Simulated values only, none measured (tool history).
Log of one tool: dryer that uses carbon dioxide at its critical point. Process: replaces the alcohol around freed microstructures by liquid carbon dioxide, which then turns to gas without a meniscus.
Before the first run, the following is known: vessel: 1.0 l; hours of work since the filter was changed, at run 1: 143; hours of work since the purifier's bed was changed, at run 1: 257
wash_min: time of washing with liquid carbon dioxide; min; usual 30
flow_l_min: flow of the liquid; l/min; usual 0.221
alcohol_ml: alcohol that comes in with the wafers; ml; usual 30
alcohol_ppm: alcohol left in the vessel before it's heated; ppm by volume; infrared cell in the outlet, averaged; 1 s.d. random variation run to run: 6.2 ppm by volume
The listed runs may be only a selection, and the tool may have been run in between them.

run	day	wash_min	flow_l_min	alcohol_ml	hours of work since the filter was changed	hours of work since the purifier's bed was changed	alcohol_ppm
1	0.000	30	0.221	30	143	257	349
2	0.700	30	0.221	30	150	264	375
3	1.246	30	0.221	30	156	269	359
4	1.767	30	0.221	30	161	274	373
5	2.562	30	0.221	30	169	282	377
6	3.154	30	0.221	30	175	288	385
7	3.567	30	0.221	30	179	292	384
# day 4.154: inlet filter changed
8	4.154	30	0.221	30	0	298	292
9	4.729	45	0.221	30	6	303	60
10	5.417	45	0.221	30	13	310	77
11	6.271	45	0.291	114	21	319	66
12	6.738	22	0.221	69	26	323	2106
13	7.567	19	0.221	119	34	332	5769
14	8.438	39	0.363	21	43	340	61
15	9.342	32	0.221	30	51	349	241
16	10.133	41	0.155	30	59	357	406
17	10.792	24	0.160	96	66	364	6360
18	11.725	24	0.160	96	75	373	6621
19	12.296	24	0.160	96	81	379	6717
20	13.067	40	0.286	61	88	386	84

How would selected steps in alcohol_ppm from run to run divide? Give the signed amount a tool lacking its hidden state would still show from settings, what came in and random variation, and the signed amount left for the hidden state, including any gauge scatter that is not in both of the compared results.
Hidden state at play: flow that reaches the vessel past the clogged filter, %; alcohol in the recycled carbon dioxide, ppm; drift of the gauge itself on alcohol_ppm, %.
Run 16 -> 17: wash_min 41 -> 24, flow_l_min 0.155 -> 0.160, alcohol_ml 30 -> 96. alcohol_ppm +5954 ppm by volume: hidden state +420, all else +5534.
Run 19 -> 20: wash_min 24 -> 40, flow_l_min 0.160 -> 0.286, alcohol_ml 96 -> 61. alcohol_ppm -6633 ppm by volume: hidden state -573, all else -6060.
